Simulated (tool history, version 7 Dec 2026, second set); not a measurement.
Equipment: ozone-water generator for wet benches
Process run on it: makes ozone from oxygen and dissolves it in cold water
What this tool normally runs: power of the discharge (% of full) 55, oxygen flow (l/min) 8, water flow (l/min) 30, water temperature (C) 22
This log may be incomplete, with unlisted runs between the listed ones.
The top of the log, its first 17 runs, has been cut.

| run | hour | power of the discharge (% of full) | oxygen flow (l/min) | water flow (l/min) | water temperature (C) | hours of work since the electrodes were changed | hours of work since the contactor was cleaned | hours of work since the thermometer was calibrated | dissolved ozone (ppm) | ozone in the gas ahead of the water (g/m3) |
|---|---|---|---|---|---|---|---|---|---|---|
| 18 | 1893.5 | 43 | 8 | 30 | 20 | 3083 | 178 | 2150 | 17.1 | 144 |
| 19 | 2008.7 | 43 | 8 | 29 | 20 | 3172 | 267 | 2239 | 17.5 | 145.3 |
| 20 | 2098.4 | 77 | 5.65 | 30 | 15 | 3241 | 336 | 2308 | 27.8 | 263.5 |
| 21 | 2218.4 | 71 | 5.65 | 25 | 15 | 3333 | 429 | 2401 | 29.4 | 248.4 |
| 22 | 2379.8 | 90 | 8.86 | 30 | 22 | 3458 | 553 | 2525 | 30.2 | 246.8 |
| 23 | 2475.6 | 90 | 8.86 | 30 | 22 | 3532 | 627 | 2599 | 30.1 | 245.4 |
| 24 | 2640.4 | 44 | 14.05 | 33 | 16 | 3659 | 754 | 2726 | 18.1 | 113.3 |
| 25 | 2791.5 | 77 | 9.13 | 31 | 18 | 3775 | 870 | 2843 | 27.6 | 215.3 |

What does the tool deliver on the next run?
| 26 | 2894.1 | 70 | 5.67 | 21 | 18 | 3854 | 950 | 2922 | ? | ? |

Run 26 yielded dissolved ozone (ppm) 31.2, ozone in the gas ahead of the water (g/m3) 242.2.
Had the tool carried no hidden state, the very same run would have given dissolved ozone (ppm) 31.2, ozone in the gas ahead of the water (g/m3) 249.7.
